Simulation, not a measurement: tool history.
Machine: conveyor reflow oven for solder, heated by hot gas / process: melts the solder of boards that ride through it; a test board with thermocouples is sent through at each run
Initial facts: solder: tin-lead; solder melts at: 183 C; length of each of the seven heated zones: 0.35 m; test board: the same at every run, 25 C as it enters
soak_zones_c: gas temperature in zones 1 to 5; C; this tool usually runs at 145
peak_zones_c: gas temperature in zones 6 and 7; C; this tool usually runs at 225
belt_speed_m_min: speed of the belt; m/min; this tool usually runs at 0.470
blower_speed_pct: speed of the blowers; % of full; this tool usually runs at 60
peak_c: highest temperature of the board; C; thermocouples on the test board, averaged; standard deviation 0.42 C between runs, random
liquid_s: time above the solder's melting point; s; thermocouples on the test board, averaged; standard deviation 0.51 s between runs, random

run 1 hour=0.0 | soak_zones_c=145 peak_zones_c=225 belt_speed_m_min=0.470 blower_speed_pct=60 | peak_c=210.4 liquid_s=65.5
run 2 hour=27.4 | soak_zones_c=145 peak_zones_c=225 belt_speed_m_min=0.470 blower_speed_pct=60 | peak_c=210.5 liquid_s=65.1
run 3 hour=48.9 | soak_zones_c=145 peak_zones_c=225 belt_speed_m_min=0.470 blower_speed_pct=60 | peak_c=210.8 liquid_s=64.5
run 4 hour=76.4 | soak_zones_c=145 peak_zones_c=225 belt_speed_m_min=0.470 blower_speed_pct=60 | peak_c=211.2 liquid_s=63.6
run 5 hour=107.3 | soak_zones_c=145 peak_zones_c=225 belt_speed_m_min=0.470 blower_speed_pct=60 | peak_c=210.9 liquid_s=64.2
run 6 hour=147.9 | soak_zones_c=145 peak_zones_c=225 belt_speed_m_min=0.470 blower_speed_pct=60 | peak_c=209.7 liquid_s=64.6
run 7 hour=169.9 | soak_zones_c=145 peak_zones_c=218 belt_speed_m_min=0.470 blower_speed_pct=66 | peak_c=204.6 liquid_s=58.6
run 8 hour=211.3 | soak_zones_c=130 peak_zones_c=225 belt_speed_m_min=0.470 blower_speed_pct=66 | peak_c=209.1 liquid_s=55.7
run 9 hour=230.7 | soak_zones_c=130 peak_zones_c=225 belt_speed_m_min=0.470 blower_speed_pct=66 | peak_c=208.8 liquid_s=56.1
run 10 hour=257.4 | soak_zones_c=143 peak_zones_c=234 belt_speed_m_min=0.554 blower_speed_pct=78 | peak_c=219.0 liquid_s=60.8

Removed from this log: 1 entry logged between the listed runs. Between which two listed runs does each belong, and how does the tool's hidden state at the listed run before it compare with that at the listed run after it?
Runs 9 to 10: flux residue cleaned out of gas plates and filters (hour 248.2)
  heat that the gas passes to the board, % of a clean oven's: 86.5 -> 99.2; belt's true speed, % of the reading: 98.26 -> 98.23; true gas temperature in zones 6 and 7 over the reading, C: 0.04 -> 0.03
  the result without the hidden state subtracted from the measured one, peak_c: -2.4 -> +0.4 C; liquid_s: -2.6 -> +1.4 s

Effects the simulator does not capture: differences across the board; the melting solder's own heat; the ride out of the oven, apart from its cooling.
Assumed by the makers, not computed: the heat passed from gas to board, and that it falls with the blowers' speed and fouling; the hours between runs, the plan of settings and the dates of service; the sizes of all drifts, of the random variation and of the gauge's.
